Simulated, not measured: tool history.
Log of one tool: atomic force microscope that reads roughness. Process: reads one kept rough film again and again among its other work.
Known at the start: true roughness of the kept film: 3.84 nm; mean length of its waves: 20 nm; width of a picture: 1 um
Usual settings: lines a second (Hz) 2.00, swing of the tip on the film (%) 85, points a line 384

| run | hour | lines a second (Hz) | swing of the tip on the film (%) | points a line | roughness of the kept film (nm (root mean square)) |
|---|---|---|---|---|---|
| 1 | 0.0 | 2.00 | 85 | 384 | 2.029 |
| 2 | 11.8 | 2.00 | 85 | 384 | 1.947 |
| 3 | 38.1 | 2.00 | 85 | 384 | 1.857 |
| 4 | 61.1 | 2.00 | 85 | 384 | 1.775 |
| 5 | 74.2 | 2.00 | 85 | 384 | 1.729 |
| 6 | 101.2 | 2.00 | 85 | 384 | 1.662 |
| 7 | 123.0 | 2.00 | 85 | 384 | 1.594 |
| 8 | 145.6 | 2.00 | 85 | 384 | 1.547 |
|  | 159.8 | new tip fitted |
| 9 | 172.9 | 2.00 | 85 | 887 | 2.564 |
| 10 | 191.6 | 2.00 | 85 | 384 | 2.417 |
| 11 | 206.5 | 2.00 | 85 | 384 | 2.320 |
| 12 | 224.8 | 2.00 | 63 | 384 | 2.449 |
| 13 | 252.0 | 2.00 | 63 | 384 | 2.317 |
| 14 | 279.0 | 2.00 | 85 | 384 | 1.989 |
| 15 | 299.7 | 2.00 | 85 | 384 | 1.917 |
| 16 | 327.0 | 2.00 | 85 | 384 | 1.815 |
| 17 | 353.6 | 2.00 | 85 | 384 | 1.742 |
| 18 | 369.5 | 0.61 | 85 | 384 | 1.859 |
| 19 | 383.5 | 2.00 | 85 | 384 | 1.640 |
| 20 | 395.3 | 2.00 | 85 | 722 | 1.632 |
| 21 | 408.6 | 2.00 | 85 | 384 | 1.577 |
| 22 | 424.6 | 2.00 | 85 | 384 | 1.540 |
|  | 440.2 | new tip fitted |
| 23 | 449.1 | 2.00 | 85 | 384 | 2.536 |
| 24 | 460.2 | 2.00 | 60 | 332 | 2.672 |
| 25 | 485.3 | 2.00 | 86 | 332 | 2.301 |
| 26 | 504.4 | 1.33 | 57 | 389 | 2.489 |
| 27 | 522.5 | 1.33 | 58 | 441 | 2.417 |
| 28 | 539.3 | 1.33 | 58 | 441 | 2.321 |
| 29 | 562.8 | 0.62 | 70 | 548 | 2.226 |
| 30 | 575.2 | 1.18 | 78 | 384 | 2.086 |
| 31 | 586.3 | 0.88 | 55 | 836 | 2.151 |
| 32 | 600.7 | 2.00 | 78 | 384 | 1.913 |
| 33 | 624.7 | 0.54 | 85 | 802 | 1.963 |
| 34 | 636.3 | 1.38 | 68 | 384 | 1.906 |
| 35 | 652.9 | 1.05 | 66 | 906 | 1.894 |
| 36 | 667.8 | 1.94 | 66 | 924 | 1.804 |
| 37 | 681.2 | 2.00 | 85 | 564 | 1.616 |
| 38 | 708.5 | 3.82 | 55 | 295 | 1.675 |
|  | 721.2 | new tip fitted |
| 39 | 732.7 | 3.82 | 55 | 295 | 2.712 |
| 40 | 759.0 | 3.27 | 78 | 384 | 2.294 |
| 41 | 777.8 | 2.00 | 85 | 335 | 2.236 |
| 42 | 803.2 | 1.02 | 79 | 399 | 2.313 |
| 43 | 825.5 | 2.32 | 79 | 399 | 2.065 |
| 44 | 842.1 | 2.32 | 79 | 399 | 2.014 |
| 45 | 863.9 | 2.32 | 79 | 399 | 1.903 |
| 46 | 877.6 | 2.32 | 81 | 451 | 1.843 |

Measured less the same run without the tool's hidden state. The same run-to-run variation is in both; the gauge's scatter may not be:
The hidden state here: radius of the tip, nm; height scale over the true one, %; drift of the gauge itself on roughness_nm, %.
| run | roughness of the kept film (nm (root mean square)) |
|---|---|
| 1 | -0.602 |
| 2 | -0.649 |
| 3 | -0.750 |
| 4 | -0.833 |
| 5 | -0.864 |
| 6 | -0.947 |
| 7 | -0.998 |
| 8 | -1.061 |
| 9 | -0.071 |
| 10 | -0.187 |
| 11 | -0.275 |
| 12 | -0.408 |
| 13 | -0.544 |
| 14 | -0.611 |
| 15 | -0.694 |
| 16 | -0.790 |
| 17 | -0.864 |
| 18 | -1.007 |
| 19 | -0.953 |
| 20 | -0.999 |
| 21 | -1.028 |
| 22 | -1.062 |
| 23 | -0.083 |
| 24 | -0.176 |
| 25 | -0.285 |
| 26 | -0.447 |
| 27 | -0.544 |
| 28 | -0.617 |
| 29 | -0.722 |
| 30 | -0.746 |
| 31 | -0.827 |
| 32 | -0.810 |
| 33 | -0.953 |
| 34 | -0.977 |
| 35 | -1.043 |
| 36 | -1.062 |
| 37 | -1.009 |
| 38 | -1.157 |
| 39 | -0.094 |
| 40 | -0.250 |
| 41 | -0.348 |
| 42 | -0.510 |
| 43 | -0.575 |
| 44 | -0.653 |
| 45 | -0.733 |
| 46 | -0.775 |
